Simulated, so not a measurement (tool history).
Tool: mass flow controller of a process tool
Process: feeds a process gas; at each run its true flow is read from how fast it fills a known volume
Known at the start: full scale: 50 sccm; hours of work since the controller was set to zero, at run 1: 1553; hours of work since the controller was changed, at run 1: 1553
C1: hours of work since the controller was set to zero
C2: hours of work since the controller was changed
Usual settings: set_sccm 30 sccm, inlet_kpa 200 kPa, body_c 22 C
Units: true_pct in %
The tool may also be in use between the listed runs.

{"run": 1, "day": 0.0, "set_sccm": 30, "inlet_kpa": 200, "body_c": 22, "C1": 1553, "C2": 1553, "true_pct": 101.04}
{"run": 2, "day": 3.412, "set_sccm": 30, "inlet_kpa": 143, "body_c": 22, "C1": 1610, "C2": 1610, "true_pct": 101.41}
{"run": 3, "day": 5.825, "set_sccm": 30, "inlet_kpa": 143, "body_c": 22, "C1": 1650, "C2": 1650, "true_pct": 101.5}
{"run": 4, "day": 7.958, "set_sccm": 30, "inlet_kpa": 200, "body_c": 22, "C1": 1685, "C2": 1685, "true_pct": 101.05}
{"run": 5, "day": 10.096, "set_sccm": 30, "inlet_kpa": 256, "body_c": 22, "C1": 1720, "C2": 1720, "true_pct": 100.79}
{"run": 6, "day": 14.583, "set_sccm": 30, "inlet_kpa": 256, "body_c": 22, "C1": 1795, "C2": 1795, "true_pct": 100.83}
{"run": 7, "day": 19.246, "set_sccm": 43, "inlet_kpa": 256, "body_c": 22, "C1": 1872, "C2": 1872, "true_pct": 100.69}
{"run": 8, "day": 22.342, "set_sccm": 43, "inlet_kpa": 256, "body_c": 22, "C1": 1924, "C2": 1924, "true_pct": 100.78}
{"run": 9, "day": 24.771, "set_sccm": 30, "inlet_kpa": 200, "body_c": 22, "C1": 1964, "C2": 1964, "true_pct": 101.24}
{"run": 10, "day": 29.267, "set_sccm": 30, "inlet_kpa": 200, "body_c": 22, "C1": 2039, "C2": 2039, "true_pct": 101.37}
{"run": 11, "day": 33.738, "set_sccm": 30, "inlet_kpa": 200, "body_c": 22, "C1": 2113, "C2": 2113, "true_pct": 101.42}
{"run": 12, "day": 38.429, "set_sccm": 30, "inlet_kpa": 200, "body_c": 22, "C1": 2191, "C2": 2191, "true_pct": 101.42}
{"run": 13, "day": 40.525, "set_sccm": 16, "inlet_kpa": 200, "body_c": 22, "C1": 2226, "C2": 2226, "true_pct": 102.09}
{"run": 14, "day": 43.342, "set_sccm": 16, "inlet_kpa": 200, "body_c": 22, "C1": 2272, "C2": 2272, "true_pct": 102.29}
{"run": 15, "day": 47.021, "set_sccm": 16, "inlet_kpa": 200, "body_c": 22, "C1": 2333, "C2": 2333, "true_pct": 102.15}
{"run": 16, "day": 51.433, "set_sccm": 16, "inlet_kpa": 200, "body_c": 22, "C1": 2407, "C2": 2407, "true_pct": 102.45}
{"run": 17, "day": 54.412, "set_sccm": 16, "inlet_kpa": 200, "body_c": 22, "C1": 2456, "C2": 2456, "true_pct": 102.39}
{"run": 18, "day": 57.404, "set_sccm": 21, "inlet_kpa": 204, "body_c": 26, "C1": 2506, "C2": 2506, "true_pct": 102.28}
{"run": 19, "day": 61.483, "set_sccm": 13, "inlet_kpa": 202, "body_c": 22, "C1": 2574, "C2": 2574, "true_pct": 102.93}
{"run": 20, "day": 64.012, "set_sccm": 13, "inlet_kpa": 202, "body_c": 22, "C1": 2616, "C2": 2616, "true_pct": 102.92}
{"run": 21, "day": 67.129, "set_sccm": 30, "inlet_kpa": 243, "body_c": 38, "C1": 2667, "C2": 2667, "true_pct": 102.51}
{"run": 22, "day": 71.162, "set_sccm": 21, "inlet_kpa": 213, "body_c": 22, "C1": 2734, "C2": 2734, "true_pct": 102.09}
{"run": 23, "day": 75.679, "set_sccm": 21, "inlet_kpa": 213, "body_c": 22, "C1": 2809, "C2": 2809, "true_pct": 102.24}
{"run": 24, "day": 80.212, "set_sccm": 21, "inlet_kpa": 195, "body_c": 22, "C1": 2885, "C2": 2885, "true_pct": 102.41}
{"run": 25, "day": 83.062, "set_sccm": 21, "inlet_kpa": 195, "body_c": 22, "C1": 2932, "C2": 2932, "true_pct": 102.4}
{"run": 26, "day": 86.662, "set_sccm": 30, "inlet_kpa": 200, "body_c": 24, "C1": 2992, "C2": 2992, "true_pct": 102.13}
{"run": 27, "day": 88.725, "set_sccm": 30, "inlet_kpa": 200, "body_c": 24, "C1": 3026, "C2": 3026, "true_pct": 102.26}
{"run": 28, "day": 91.604, "set_sccm": 19, "inlet_kpa": 217, "body_c": 30, "C1": 3074, "C2": 3074, "true_pct": 103.08}
{"run": 29, "day": 94.846, "set_sccm": 43, "inlet_kpa": 169, "body_c": 22, "C1": 3128, "C2": 3128, "true_pct": 102.08}
{"run": 30, "day": 98.188, "set_sccm": 32, "inlet_kpa": 221, "body_c": 40, "C1": 3183, "C2": 3183, "true_pct": 103.09}
{"run": 31, "day": 101.312, "set_sccm": 32, "inlet_kpa": 221, "body_c": 40, "C1": 3235, "C2": 3235, "true_pct": 103.11}
{"run": 32, "day": 104.708, "set_sccm": 48, "inlet_kpa": 141, "body_c": 27, "C1": 3291, "C2": 3291, "true_pct": 102.69}

3 ways to go on from here, each from the tool as it stands after run 32. What would each give?
{"run": "A", "day": 109.162, "set_sccm": 10, "inlet_kpa": 255, "body_c": 22, "C1": 3365, "C2": 3365, "true_pct": "?"}
{"run": "B", "day": 109.162, "set_sccm": 7, "inlet_kpa": 263, "body_c": 29, "C1": 3365, "C2": 3365, "true_pct": "?"}
{"run": "C", "day": 109.162, "set_sccm": 18, "inlet_kpa": 163, "body_c": 23, "C1": 3365, "C2": 3365, "true_pct": "?"}

run=A true_pct=104.48
run=B true_pct=106.65
run=C true_pct=103.39
Without the tool's hidden state the same runs would have given:
run=A true_pct=98.96
run=B true_pct=99.32
run=C true_pct=99.74
